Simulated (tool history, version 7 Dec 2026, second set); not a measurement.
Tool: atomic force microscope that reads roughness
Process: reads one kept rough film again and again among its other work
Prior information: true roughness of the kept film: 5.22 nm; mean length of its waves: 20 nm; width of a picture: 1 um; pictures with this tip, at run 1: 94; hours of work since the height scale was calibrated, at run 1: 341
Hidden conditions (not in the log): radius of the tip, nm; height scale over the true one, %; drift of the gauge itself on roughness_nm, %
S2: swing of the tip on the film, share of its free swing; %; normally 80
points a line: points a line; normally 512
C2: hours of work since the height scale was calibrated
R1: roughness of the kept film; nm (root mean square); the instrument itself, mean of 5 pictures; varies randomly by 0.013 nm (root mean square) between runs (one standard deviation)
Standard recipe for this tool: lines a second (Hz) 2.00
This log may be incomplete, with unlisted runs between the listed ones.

Run 1, hour 0.0: usual settings; pictures with this tip 94; C2 341. Result: R1 2.262 nm (root mean square).
Run 2, hour 10.1: usual settings; pictures with this tip 111; C2 348. Result: R1 2.140 nm (root mean square).
Run 3, hour 24.0: usual settings; pictures with this tip 134; C2 358. Result: R1 2.025 nm (root mean square).
Run 4, hour 37.6: usual settings; pictures with this tip 156; C2 367. Result: R1 1.906 nm (root mean square).
Run 5, hour 61.7: usual settings but lines a second (Hz) 0.52; pictures with this tip 196; C2 383. Result: R1 1.875 nm (root mean square).
At hour 73.0: new tip fitted.
Run 6, hour 77.4: usual settings but lines a second (Hz) 0.52; pictures with this tip 7; C2 394. Result: R1 3.257 nm (root mean square).
Run 7, hour 94.6: usual settings but lines a second (Hz) 0.52; pictures with this tip 35; C2 406. Result: R1 2.970 nm (root mean square).
Run 8, hour 109.1: usual settings but lines a second (Hz) 0.52; pictures with this tip 59; C2 415. Result: R1 2.744 nm (root mean square).
Run 9, hour 123.6: usual settings but lines a second (Hz) 3.20, S2 55 %, points a line 763; pictures with this tip 83; C2 425. Result: R1 2.512 nm (root mean square).
Run 10, hour 135.2: usual settings but lines a second (Hz) 3.20, S2 55 %, points a line 763; pictures with this tip 102; C2 433. Result: R1 2.360 nm (root mean square).
Run 11, hour 150.9: usual settings but lines a second (Hz) 1.86, S2 65 %, points a line 628; pictures with this tip 128; C2 444. Result: R1 2.206 nm (root mean square).
Run 12, hour 169.6: usual settings but lines a second (Hz) 1.30, S2 63 %, points a line 510; pictures with this tip 159; C2 457. Result: R1 2.055 nm (root mean square).
Run 13, hour 193.9: usual settings but lines a second (Hz) 1.30, S2 63 %, points a line 510; pictures with this tip 199; C2 473. Result: R1 1.868 nm (root mean square).

Run 14 has not been measured yet. What should we expect?
At hour 202.5: new tip fitted.
Run 14, hour 216.7: usual settings but lines a second (Hz) 3.34, S2 58 %, points a line 836; pictures with this tip 23; C2 488. Result: R1 ?.

{"run 14": {"R1": 3.005}}
Take away the tool's hidden state, keep the run-to-run variation as it was, and the same run would have given R1 3.247 nm (root mean square).
